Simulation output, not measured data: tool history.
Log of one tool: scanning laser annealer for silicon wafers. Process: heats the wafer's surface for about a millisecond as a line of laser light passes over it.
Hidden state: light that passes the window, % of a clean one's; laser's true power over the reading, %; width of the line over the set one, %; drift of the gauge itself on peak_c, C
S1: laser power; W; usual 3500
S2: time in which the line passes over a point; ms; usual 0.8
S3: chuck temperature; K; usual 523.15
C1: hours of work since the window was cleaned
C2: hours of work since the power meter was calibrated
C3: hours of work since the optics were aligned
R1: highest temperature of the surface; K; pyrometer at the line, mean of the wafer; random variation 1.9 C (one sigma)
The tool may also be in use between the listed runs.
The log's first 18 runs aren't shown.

{"run": 19, "hour": 153.0, "S1": 3772, "S2": 0.61, "S3": 523.15, "C1": 171, "C2": 342, "C3": 1089, "R1": 1313.15}
{"run": 20, "hour": 161.7, "S1": 3500, "S2": 0.8, "S3": 523.15, "C1": 176, "C2": 347, "C3": 1094, "R1": 1336.15}
{"run": 21, "hour": 170.7, "S1": 3500, "S2": 0.8, "S3": 523.15, "C1": 181, "C2": 352, "C3": 1100, "R1": 1335.15}
{"run": 22, "hour": 183.0, "S1": 3500, "S2": 0.673, "S3": 543.15, "C1": 188, "C2": 359, "C3": 1107, "R1": 1295.15}
{"run": 23, "hour": 195.8, "S1": 3500, "S2": 0.912, "S3": 543.15, "C1": 195, "C2": 366, "C3": 1114, "R1": 1399.15}
{"run": 24, "hour": 207.3, "S1": 3500, "S2": 0.912, "S3": 543.15, "C1": 201, "C2": 373, "C3": 1120, "R1": 1403.15}
{"run": 25, "hour": 215.9, "S1": 3500, "S2": 0.912, "S3": 543.15, "C1": 206, "C2": 378, "C3": 1125, "R1": 1402.15}
{"run": 26, "hour": 225.3, "S1": 3500, "S2": 0.666, "S3": 533.15, "C1": 212, "C2": 383, "C3": 1131, "R1": 1281.15}
{"run": 27, "hour": 238.1, "S1": 3500, "S2": 0.8, "S3": 525.15, "C1": 219, "C2": 390, "C3": 1138, "R1": 1336.15}
{"run": 28, "hour": 246.3, "S1": 3500, "S2": 0.8, "S3": 525.15, "C1": 224, "C2": 395, "C3": 1143, "R1": 1335.15}
{"run": 29, "hour": 256.9, "S1": 3530, "S2": 0.709, "S3": 540.15, "C1": 230, "C2": 401, "C3": 1149, "R1": 1317.15}
{"run": 30, "hour": 265.2, "S1": 3530, "S2": 0.709, "S3": 540.15, "C1": 234, "C2": 406, "C3": 1153, "R1": 1319.15}
{"run": 31, "hour": 273.2, "S1": 3500, "S2": 0.688, "S3": 502.15, "C1": 239, "C2": 410, "C3": 1158, "R1": 1260.15}
{"run": 32, "hour": 285.5, "S1": 3500, "S2": 0.688, "S3": 502.15, "C1": 246, "C2": 417, "C3": 1165, "R1": 1261.15}
{"run": 33, "hour": 296.6, "S1": 3605, "S2": 0.817, "S3": 487.15, "C1": 252, "C2": 424, "C3": 1171, "R1": 1333.15}
{"run": 34, "hour": 307.0, "S1": 3103, "S2": 0.727, "S3": 525.15, "C1": 258, "C2": 430, "C3": 1177, "R1": 1200.15}
{"run": 35, "hour": 313.9, "S1": 3130, "S2": 0.621, "S3": 486.15, "C1": 262, "C2": 433, "C3": 1181, "R1": 1120.15}
{"run": 36, "hour": 322.6, "S1": 3130, "S2": 0.621, "S3": 486.15, "C1": 267, "C2": 438, "C3": 1186, "R1": 1122.15}
{"run": 37, "hour": 334.1, "S1": 3817, "S2": 0.8, "S3": 523.15, "C1": 274, "C2": 445, "C3": 1193, "R1": 1417.15}
{"run": 38, "hour": 340.5, "S1": 3817, "S2": 0.8, "S3": 523.15, "C1": 277, "C2": 449, "C3": 1196, "R1": 1419.15}
{"run": 39, "hour": 346.8, "S1": 3817, "S2": 0.8, "S3": 523.15, "C1": 281, "C2": 452, "C3": 1200, "R1": 1417.15}
{"run": 40, "hour": 357.0, "S1": 3817, "S2": 0.8, "S3": 523.15, "C1": 287, "C2": 458, "C3": 1206, "R1": 1417.15}

3 ways to go on from here, each from the tool as it stands after run 40. What would each give?
{"run": "A", "hour": 363.2, "S1": 3552, "S2": 0.58, "S3": 527.15, "C1": 290, "C2": 462, "C3": 1209, "R1": "?"}
{"run": "B", "hour": 363.2, "S1": 3094, "S2": 0.773, "S3": 523.15, "C1": 290, "C2": 462, "C3": 1209, "R1": "?"}
{"run": "C", "hour": 363.2, "S1": 3817, "S2": 0.8, "S3": 531.15, "C1": 290, "C2": 462, "C3": 1209, "R1": "?"}

run=A R1=1242.15
run=B R1=1207.15
run=C R1=1426.15
Without the tool's hidden state the same runs would have given:
run=A R1=1272.15
run=B R1=1237.15
run=C R1=1464.15
